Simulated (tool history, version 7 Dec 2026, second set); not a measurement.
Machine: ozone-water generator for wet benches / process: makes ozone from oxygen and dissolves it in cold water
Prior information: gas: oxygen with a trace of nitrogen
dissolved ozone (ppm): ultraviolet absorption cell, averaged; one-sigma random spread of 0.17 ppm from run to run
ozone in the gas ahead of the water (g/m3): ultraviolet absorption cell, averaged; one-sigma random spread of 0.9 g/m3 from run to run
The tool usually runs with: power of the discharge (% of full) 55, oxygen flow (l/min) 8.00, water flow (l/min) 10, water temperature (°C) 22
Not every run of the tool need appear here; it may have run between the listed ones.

run,hour,power of the discharge (% of full),oxygen flow (l/min),water flow (l/min),water temperature (°C),dissolved ozone (ppm),ozone in the gas ahead of the water (g/m3)
1,0.0,55,8.00,10,22,23.0,149.0
2,25.9,55,8.00,10,22,22.8,148.3
3,60.2,55,8.00,10,22,22.9,147.3
4,93.2,55,8.00,10,22,22.6,149.2
5,118.8,55,8.00,10,22,22.9,150.9
6,145.0,55,6.68,10,22,24.3,168.9
7,167.6,55,6.68,10,15,28.6,168.9
8,186.7,55,8.00,13,22,20.4,149.7
9,212.0,69,8.12,10,21,27.2,172.3
# hour 214.7: water thermometer calibrated
10,250.3,69,8.12,10,21,27.1,172.4
11,275.4,55,8.00,15,16,20.9,149.5
12,303.7,92,8.00,10,22,32.1,208.3
13,331.5,92,8.00,12,22,29.6,209.0
14,364.3,55,8.00,9,15,27.9,149.9
15,388.7,60,8.00,10,23,23.5,158.4
# hour 403.9: water thermometer calibrated, once more
16,405.2,60,8.00,10,23,23.7,158.3

Each row is a separate what-if for the run after 16, all from the same tool condition, not one after another. Results?
A,443.3,95,8.00,10,23,?,?
B,443.3,60,11.55,13,29,?,?
C,443.3,55,8.00,12,22,?,?

run,dissolved ozone (ppm),ozone in the gas ahead of the water (g/m3)
A,32.2,215.7
B,15.5,124.9
C,21.0,147.6
Stripped of hidden state, with their random variation kept, the same runs would have yielded:
run,dissolved ozone (ppm),ozone in the gas ahead of the water (g/m3)
A,33.1,218.6
B,16.0,126.1
C,21.6,149.0
